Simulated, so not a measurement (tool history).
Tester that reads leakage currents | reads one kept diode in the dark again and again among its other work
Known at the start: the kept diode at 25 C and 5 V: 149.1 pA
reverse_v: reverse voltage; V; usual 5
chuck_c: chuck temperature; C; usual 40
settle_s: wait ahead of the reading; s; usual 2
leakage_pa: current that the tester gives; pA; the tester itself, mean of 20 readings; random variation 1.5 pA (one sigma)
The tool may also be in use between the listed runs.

{"run": 1, "day": 0.0, "reverse_v": 5, "chuck_c": 40, "settle_s": 2, "leakage_pa": 589.32}
{"run": 2, "day": 3.679, "reverse_v": 5, "chuck_c": 24, "settle_s": 2, "leakage_pa": 168.73}
{"run": 3, "day": 6.867, "reverse_v": 5, "chuck_c": 24, "settle_s": 2, "leakage_pa": 171.08}
{"day": 8.146, "done": "probe card cleaned and baked"}
{"day": 8.229, "done": "chuck's temperature calibrated"}
{"run": 4, "day": 10.904, "reverse_v": 5, "chuck_c": 40, "settle_s": 2, "leakage_pa": 519.24}
{"run": 5, "day": 14.5, "reverse_v": 5, "chuck_c": 40, "settle_s": 2, "leakage_pa": 523.71}
{"run": 6, "day": 18.133, "reverse_v": 5, "chuck_c": 40, "settle_s": 2, "leakage_pa": 529.46}
{"run": 7, "day": 22.554, "reverse_v": 5, "chuck_c": 40, "settle_s": 2, "leakage_pa": 537.39}
{"run": 8, "day": 26.788, "reverse_v": 5, "chuck_c": 31, "settle_s": 2, "leakage_pa": 270.85}
{"run": 9, "day": 28.958, "reverse_v": 5, "chuck_c": 31, "settle_s": 2, "leakage_pa": 273.19}
{"day": 31.971, "done": "probe card cleaned and baked, once more"}
{"run": 10, "day": 33.592, "reverse_v": 5, "chuck_c": 31, "settle_s": 2, "leakage_pa": 265.33}
{"run": 11, "day": 37.104, "reverse_v": 5, "chuck_c": 31, "settle_s": 2, "leakage_pa": 269.94}
{"run": 12, "day": 39.95, "reverse_v": 5, "chuck_c": 31, "settle_s": 2, "leakage_pa": 271.3}
{"run": 13, "day": 43.554, "reverse_v": 5, "chuck_c": 31, "settle_s": 2, "leakage_pa": 273.68}
{"run": 14, "day": 45.954, "reverse_v": 5, "chuck_c": 47, "settle_s": 2, "leakage_pa": 946.38}
{"run": 15, "day": 48.079, "reverse_v": 7.29, "chuck_c": 47, "settle_s": 2, "leakage_pa": 1179.91}
{"run": 16, "day": 52.708, "reverse_v": 1.77, "chuck_c": 47, "settle_s": 0.32, "leakage_pa": 528.8}
{"run": 17, "day": 54.833, "reverse_v": 1.29, "chuck_c": 23, "settle_s": 9.14, "leakage_pa": 67.05}
{"run": 18, "day": 58.5, "reverse_v": 12.18, "chuck_c": 52, "settle_s": 9.14, "leakage_pa": 2334.92}
{"run": 19, "day": 62.117, "reverse_v": 12.18, "chuck_c": 54, "settle_s": 0.69, "leakage_pa": 2727.81}
{"run": 20, "day": 65.562, "reverse_v": 12.18, "chuck_c": 54, "settle_s": 0.69, "leakage_pa": 2721.6}
{"run": 21, "day": 70.196, "reverse_v": 2.85, "chuck_c": 54, "settle_s": 0.3, "leakage_pa": 1194.92}
{"day": 73.725, "done": "chuck's temperature calibrated"}
{"run": 22, "day": 73.725, "reverse_v": 4.23, "chuck_c": 35, "settle_s": 2, "leakage_pa": 318.74}
{"run": 23, "day": 76.583, "reverse_v": 16.54, "chuck_c": 45, "settle_s": 0.92, "leakage_pa": 1527.54}
{"run": 24, "day": 79.746, "reverse_v": 5, "chuck_c": 42, "settle_s": 1.22, "leakage_pa": 616.54}

Run 25 comes next. What will it give?
{"run": 25, "day": 81.629, "reverse_v": 5, "chuck_c": 42, "settle_s": 0.5, "leakage_pa": "?"}

{"run 25": {"leakage_pa": 615.55}}
Without the tool's hidden state the same run would have given leakage_pa 587.26 pA.

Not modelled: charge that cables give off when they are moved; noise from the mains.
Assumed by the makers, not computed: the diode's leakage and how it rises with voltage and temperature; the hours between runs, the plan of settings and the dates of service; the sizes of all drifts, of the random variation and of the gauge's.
